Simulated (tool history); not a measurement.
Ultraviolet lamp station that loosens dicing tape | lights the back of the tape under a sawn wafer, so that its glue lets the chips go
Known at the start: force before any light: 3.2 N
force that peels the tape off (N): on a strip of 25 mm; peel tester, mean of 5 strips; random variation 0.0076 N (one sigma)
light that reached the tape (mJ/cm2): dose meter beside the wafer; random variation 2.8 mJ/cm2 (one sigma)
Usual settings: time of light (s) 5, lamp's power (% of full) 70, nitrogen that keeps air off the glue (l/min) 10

| run | hour | time of light (s) | lamp's power (% of full) | nitrogen that keeps air off the glue (l/min) | force that peels the tape off (N) | light that reached the tape (mJ/cm2) |
|---|---|---|---|---|---|---|
| 1 | 0 | 5 | 70 | 10 | 0.38 | 294 |
| 2 | 47.9 | 5 | 70 | 10 | 0.397 | 291 |
| 3 | 87.5 | 5 | 70 | 10 | 0.422 | 287 |
| 4 | 113.6 | 5 | 70 | 17 | 0.365 | 282 |
| 5 | 169.4 | 5 | 70 | 17 | 0.364 | 280 |
| 6 | 199 | 5 | 70 | 17 | 0.37 | 276 |
| 7 | 231.4 | 5 | 70 | 17 | 0.387 | 276 |
| 8 | 272.1 | 5 | 70 | 10 | 0.442 | 273 |
| 9 | 301.9 | 5 | 70 | 10 | 0.446 | 267 |
| 10 | 333.1 | 5 | 70 | 10 | 0.447 | 262 |
| 11 | 382.3 | 5 | 70 | 10 | 0.448 | 263 |
| 12 | 416.6 | 5 | 70 | 10 | 0.456 | 255 |
| 13 | 448.9 | 5 | 70 | 10 | 0.465 | 258 |
| 14 | 479.5 | 5 | 70 | 9 | 0.502 | 256 |
| 15 | 507 | 5 | 70 | 10 | 0.505 | 249 |
| 16 | 538.2 | 5 | 70 | 10 | 0.487 | 251 |
| 17 | 566.3 | 5 | 70 | 10 | 0.501 | 249 |
| 18 | 596.8 | 5 | 70 | 10 | 0.507 | 248 |
|  | 608.5 | window cleaned of glue's vapour |
| 19 | 622.9 | 5 | 70 | 10 | 0.397 | 287 |
| 20 | 683.1 | 5 | 85 | 5 | 0.402 | 339 |
| 21 | 734.9 | 5 | 92 | 20 | 0.267 | 365 |
| 22 | 783.9 | 4 | 70 | 13 | 0.512 | 219 |
| 23 | 820.9 | 4 | 70 | 6 | 0.699 | 216 |
| 24 | 851.6 | 5 | 99 | 10 | 0.302 | 381 |
| 25 | 888.4 | 3 | 70 | 5 | 1.038 | 158 |
| 26 | 917.3 | 3 | 70 | 5 | 1.064 | 157 |
| 27 | 960.4 | 4 | 70 | 10 | 0.612 | 208 |
| 28 | 1013.6 | 4 | 70 | 10 | 0.644 | 203 |
| 29 | 1069.7 | 9 | 63 | 10 | 0.264 | 410 |
| 30 | 1111.6 | 4 | 63 | 10 | 0.753 | 180 |
| 31 | 1150.8 | 6 | 73 | 16 | 0.348 | 309 |
| 32 | 1177.6 | 5 | 62 | 3 | 0.884 | 216 |
| 33 | 1214.9 | 7 | 90 | 5 | 0.315 | 429 |
| 34 | 1240.9 | 7 | 90 | 5 | 0.308 | 430 |
| 35 | 1284.7 | 7 | 90 | 5 | 0.335 | 423 |

Forecast each of these 3 alternatives for the next run:
| A | 1333 | 7 | 70 | 10 | ? | ? |
| B | 1333 | 9 | 67 | 10 | ? | ? |
| C | 1333 | 5 | 67 | 7 | ? | ? |

| run | force that peels the tape off (N) | light that reached the tape (mJ/cm2) |
|---|---|---|
| A | 0.337 | 326 |
| B | 0.289 | 397 |
| C | 0.637 | 224 |
Without the tool's hidden state the same runs would have given:
| run | force that peels the tape off (N) | light that reached the tape (mJ/cm2) |
|---|---|---|
| A | 0.226 | 552 |
| B | 0.23 | 672 |
| C | 0.325 | 379 |

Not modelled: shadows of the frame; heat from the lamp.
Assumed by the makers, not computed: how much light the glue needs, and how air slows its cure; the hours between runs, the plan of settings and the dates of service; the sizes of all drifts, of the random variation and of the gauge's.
